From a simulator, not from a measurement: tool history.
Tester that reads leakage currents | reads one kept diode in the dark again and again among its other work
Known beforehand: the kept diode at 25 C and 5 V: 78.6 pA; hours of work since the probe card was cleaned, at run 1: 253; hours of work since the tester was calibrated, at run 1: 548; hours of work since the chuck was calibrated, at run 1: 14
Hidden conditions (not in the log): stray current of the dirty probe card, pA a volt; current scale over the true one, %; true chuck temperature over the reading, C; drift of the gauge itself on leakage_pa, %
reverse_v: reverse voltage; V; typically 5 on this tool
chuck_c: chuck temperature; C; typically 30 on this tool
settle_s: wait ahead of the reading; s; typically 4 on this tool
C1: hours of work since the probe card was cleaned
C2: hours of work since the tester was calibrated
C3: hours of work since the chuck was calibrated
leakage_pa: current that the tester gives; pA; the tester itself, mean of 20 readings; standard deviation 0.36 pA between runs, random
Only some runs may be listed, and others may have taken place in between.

{"run": 1, "hour": 0.0, "reverse_v": 5, "chuck_c": 30, "settle_s": 4, "C1": 253, "C2": 548, "C3": 14, "leakage_pa": 119.77}
{"run": 2, "hour": 149.4, "reverse_v": 5, "chuck_c": 30, "settle_s": 4, "C1": 331, "C2": 626, "C3": 91, "leakage_pa": 117.78}
{"run": 3, "hour": 306.0, "reverse_v": 5, "chuck_c": 30, "settle_s": 3.53, "C1": 412, "C2": 707, "C3": 172, "leakage_pa": 115.61}
{"run": 4, "hour": 463.9, "reverse_v": 5, "chuck_c": 30, "settle_s": 3.53, "C1": 494, "C2": 789, "C3": 254, "leakage_pa": 114.3}
{"run": 5, "hour": 578.5, "reverse_v": 5, "chuck_c": 30, "settle_s": 3.53, "C1": 553, "C2": 848, "C3": 314, "leakage_pa": 112.94}
{"run": 6, "hour": 756.4, "reverse_v": 5, "chuck_c": 30, "settle_s": 0.32, "C1": 646, "C2": 940, "C3": 406, "leakage_pa": 114.03}
{"run": 7, "hour": 846.8, "reverse_v": 5, "chuck_c": 30, "settle_s": 0.32, "C1": 693, "C2": 987, "C3": 453, "leakage_pa": 112.94}
{"run": 8, "hour": 1004.9, "reverse_v": 6.19, "chuck_c": 30, "settle_s": 4, "C1": 775, "C2": 1069, "C3": 535, "leakage_pa": 118.37}
{"run": 9, "hour": 1113.3, "reverse_v": 6.19, "chuck_c": 30, "settle_s": 4, "C1": 831, "C2": 1125, "C3": 591, "leakage_pa": 116.6}
{"hour": 1215.4, "done": "chuck's temperature calibrated"}
{"run": 10, "hour": 1281.2, "reverse_v": 4.43, "chuck_c": 30, "settle_s": 4, "C1": 917, "C2": 1211, "C3": 34, "leakage_pa": 115.47}
{"run": 11, "hour": 1468.6, "reverse_v": 5, "chuck_c": 30, "settle_s": 4, "C1": 1014, "C2": 1309, "C3": 131, "leakage_pa": 119.43}
{"run": 12, "hour": 1635.6, "reverse_v": 5, "chuck_c": 30, "settle_s": 4, "C1": 1101, "C2": 1395, "C3": 218, "leakage_pa": 117.19}
{"run": 13, "hour": 1723.5, "reverse_v": 5, "chuck_c": 30, "settle_s": 4, "C1": 1146, "C2": 1441, "C3": 263, "leakage_pa": 116.4}
{"run": 14, "hour": 1839.3, "reverse_v": 5, "chuck_c": 30, "settle_s": 4, "C1": 1206, "C2": 1501, "C3": 324, "leakage_pa": 115.43}
{"run": 15, "hour": 2021.7, "reverse_v": 5, "chuck_c": 30, "settle_s": 4, "C1": 1301, "C2": 1595, "C3": 418, "leakage_pa": 112.96}
{"run": 16, "hour": 2102.1, "reverse_v": 5, "chuck_c": 30, "settle_s": 4, "C1": 1343, "C2": 1637, "C3": 460, "leakage_pa": 111.97}
{"run": 17, "hour": 2232.1, "reverse_v": 5, "chuck_c": 30, "settle_s": 4, "C1": 1410, "C2": 1704, "C3": 527, "leakage_pa": 110.8}
{"run": 18, "hour": 2307.3, "reverse_v": 5, "chuck_c": 30, "settle_s": 4, "C1": 1449, "C2": 1744, "C3": 566, "leakage_pa": 109.8}
{"hour": 2460.3, "done": "chuck's temperature calibrated"}
{"run": 19, "hour": 2473.9, "reverse_v": 5, "chuck_c": 24, "settle_s": 4, "C1": 1534, "C2": 1829, "C3": 7, "leakage_pa": 77.22}
{"run": 20, "hour": 2597.9, "reverse_v": 5, "chuck_c": 26, "settle_s": 4, "C1": 1599, "C2": 1893, "C3": 71, "leakage_pa": 88.48}
{"run": 21, "hour": 2749.0, "reverse_v": 5, "chuck_c": 26, "settle_s": 4, "C1": 1677, "C2": 1972, "C3": 150, "leakage_pa": 87.7}
{"run": 22, "hour": 2865.2, "reverse_v": 10.73, "chuck_c": 30, "settle_s": 0.4, "C1": 1737, "C2": 2032, "C3": 210, "leakage_pa": 170.08}
{"run": 23, "hour": 2983.3, "reverse_v": 10.73, "chuck_c": 30, "settle_s": 0.4, "C1": 1798, "C2": 2093, "C3": 271, "leakage_pa": 168.73}
{"run": 24, "hour": 3157.3, "reverse_v": 1.87, "chuck_c": 30, "settle_s": 4, "C1": 1889, "C2": 2183, "C3": 361, "leakage_pa": 76.15}
{"run": 25, "hour": 3234.9, "reverse_v": 8.95, "chuck_c": 31, "settle_s": 6.17, "C1": 1929, "C2": 2223, "C3": 402, "leakage_pa": 158.5}
{"run": 26, "hour": 3345.3, "reverse_v": 8.95, "chuck_c": 31, "settle_s": 6.17, "C1": 1986, "C2": 2281, "C3": 459, "leakage_pa": 157.07}
{"hour": 3429.2, "done": "probe card cleaned and baked"}
{"run": 27, "hour": 3509.4, "reverse_v": 8.95, "chuck_c": 34, "settle_s": 6.17, "C1": 42, "C2": 2364, "C3": 542, "leakage_pa": 186.01}
{"run": 28, "hour": 3644.4, "reverse_v": 5, "chuck_c": 50, "settle_s": 4.68, "C1": 112, "C2": 2434, "C3": 612, "leakage_pa": 487.81}
{"hour": 3704.7, "done": "chuck's temperature calibrated"}
{"run": 29, "hour": 3800.4, "reverse_v": 5, "chuck_c": 22, "settle_s": 4, "C1": 191, "C2": 2514, "C3": 50, "leakage_pa": 61.78}
{"run": 30, "hour": 3891.1, "reverse_v": 2.22, "chuck_c": 22, "settle_s": 6.55, "C1": 238, "C2": 2561, "C3": 97, "leakage_pa": 44.24}
{"run": 31, "hour": 3973.4, "reverse_v": 2.22, "chuck_c": 48, "settle_s": 3.25, "C1": 281, "C2": 2604, "C3": 139, "leakage_pa": 338.51}
{"run": 32, "hour": 4158.6, "reverse_v": 2.22, "chuck_c": 48, "settle_s": 3.25, "C1": 377, "C2": 2700, "C3": 235, "leakage_pa": 331.97}
{"run": 33, "hour": 4279.1, "reverse_v": 1, "chuck_c": 33, "settle_s": 0.75, "C1": 440, "C2": 2762, "C3": 298, "leakage_pa": 76.09}
{"run": 34, "hour": 4377.8, "reverse_v": 10.31, "chuck_c": 35, "settle_s": 5.34, "C1": 491, "C2": 2814, "C3": 349, "leakage_pa": 226.1}
{"run": 35, "hour": 4471.5, "reverse_v": 7.11, "chuck_c": 26, "settle_s": 7.88, "C1": 539, "C2": 2862, "C3": 398, "leakage_pa": 93.45}
{"run": 36, "hour": 4640.7, "reverse_v": 1.15, "chuck_c": 33, "settle_s": 4, "C1": 627, "C2": 2950, "C3": 485, "leakage_pa": 76.76}
{"run": 37, "hour": 4797.1, "reverse_v": 1.15, "chuck_c": 33, "settle_s": 4, "C1": 708, "C2": 3031, "C3": 566, "leakage_pa": 75.92}

Consider 5 possible next runs. They are alternatives, not a sequence: every one starts from the tool as it was left by run 37. What does each give?
{"hour": 4948.9, "done": "chuck's temperature calibrated"}
{"run": "A", "hour": 4959.6, "reverse_v": 1.15, "chuck_c": 33, "settle_s": 1.12, "C1": 792, "C2": 3114, "C3": 6, "leakage_pa": "?"}
{"hour": 4948.9, "done": "chuck's temperature calibrated"}
{"run": "B", "hour": 4959.6, "reverse_v": 5.63, "chuck_c": 33, "settle_s": 0.87, "C1": 792, "C2": 3114, "C3": 6, "leakage_pa": "?"}
{"hour": 4948.9, "done": "chuck's temperature calibrated"}
{"run": "C", "hour": 4959.6, "reverse_v": 10.1, "chuck_c": 33, "settle_s": 2.63, "C1": 792, "C2": 3114, "C3": 6, "leakage_pa": "?"}
{"hour": 4948.9, "done": "chuck's temperature calibrated"}
{"run": "D", "hour": 4959.6, "reverse_v": 14.59, "chuck_c": 30, "settle_s": 4, "C1": 792, "C2": 3114, "C3": 6, "leakage_pa": "?"}
{"hour": 4948.9, "done": "chuck's temperature calibrated"}
{"run": "E", "hour": 4959.6, "reverse_v": 5, "chuck_c": 50, "settle_s": 0.97, "C1": 792, "C2": 3114, "C3": 6, "leakage_pa": "?"}

run=A leakage_pa=86.84
run=B leakage_pa=165.43
run=C leakage_pa=207.7
run=D leakage_pa=191.35
run=E leakage_pa=561.23
The same runs, with their run-to-run variation unchanged, on a tool lacking any hidden condition would have given:
run=A leakage_pa=85.04
run=B leakage_pa=160.78
run=C leakage_pa=200.79
run=D leakage_pa=183.07
run=E leakage_pa=550.74

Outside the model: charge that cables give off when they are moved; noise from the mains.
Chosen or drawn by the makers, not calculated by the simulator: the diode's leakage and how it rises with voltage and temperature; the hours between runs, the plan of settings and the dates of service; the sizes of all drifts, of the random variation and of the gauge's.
